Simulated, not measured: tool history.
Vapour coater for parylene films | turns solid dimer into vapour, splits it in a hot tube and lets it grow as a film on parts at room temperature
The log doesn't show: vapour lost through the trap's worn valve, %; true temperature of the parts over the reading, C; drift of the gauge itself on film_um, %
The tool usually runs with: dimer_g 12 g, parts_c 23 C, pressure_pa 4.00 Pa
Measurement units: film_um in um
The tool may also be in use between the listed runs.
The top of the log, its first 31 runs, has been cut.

| run | hour | dimer_g | parts_c | pressure_pa | hours of work since the trap's valve was overhauled | hours of work since the table's thermometer was calibrated | film_um |
|---|---|---|---|---|---|---|---|
|  | 1917.9 | trap's valve overhauled |
| 32 | 1919.4 | 12 | 23 | 4.48 | 1 | 175 | 4.30 |
| 33 | 2000.1 | 12 | 23 | 4.48 | 34 | 208 | 4.23 |
| 34 | 2071.5 | 12 | 26 | 8.79 | 63 | 237 | 3.66 |
| 35 | 2155.2 | 12 | 26 | 4.66 | 97 | 271 | 3.83 |
| 36 | 2195.5 | 7 | 34 | 2.50 | 114 | 288 | 1.90 |
| 37 | 2274.4 | 7 | 34 | 2.50 | 146 | 320 | 1.89 |
| 38 | 2346.8 | 7 | 34 | 2.50 | 176 | 350 | 1.90 |
| 39 | 2395.3 | 7 | 34 | 2.50 | 196 | 370 | 1.84 |
| 40 | 2437.3 | 16 | 34 | 5.06 | 213 | 387 | 3.92 |
| 41 | 2476.4 | 16 | 34 | 5.06 | 229 | 403 | 3.94 |
| 42 | 2533.7 | 18 | 26 | 7.63 | 252 | 426 | 5.15 |
|  | 2561.3 | trap's valve overhauled |
| 43 | 2605.9 | 18 | 26 | 7.63 | 18 | 454 | 5.65 |
| 44 | 2657.0 | 21 | 23 | 2.08 | 39 | 475 | 7.97 |

Below are 4 alternative next runs, each starting from the tool's condition after run 44. Predict each:
| A | 2745.6 | 15 | 20 | 5.39 | 76 | 512 | ? |
| B | 2745.6 | 18 | 27 | 4.00 | 76 | 512 | ? |
| C | 2745.6 | 5 | 23 | 2.77 | 76 | 512 | ? |
| D | 2745.6 | 15 | 28 | 8.54 | 76 | 512 | ? |

| run | film_um |
|---|---|
| A | 5.52 |
| B | 5.65 |
| C | 1.80 |
| D | 4.30 |
With no hidden state in the tool, these same runs would have given:
| run | film_um |
|---|---|
| A | 5.71 |
| B | 5.84 |
| C | 1.86 |
| D | 4.44 |
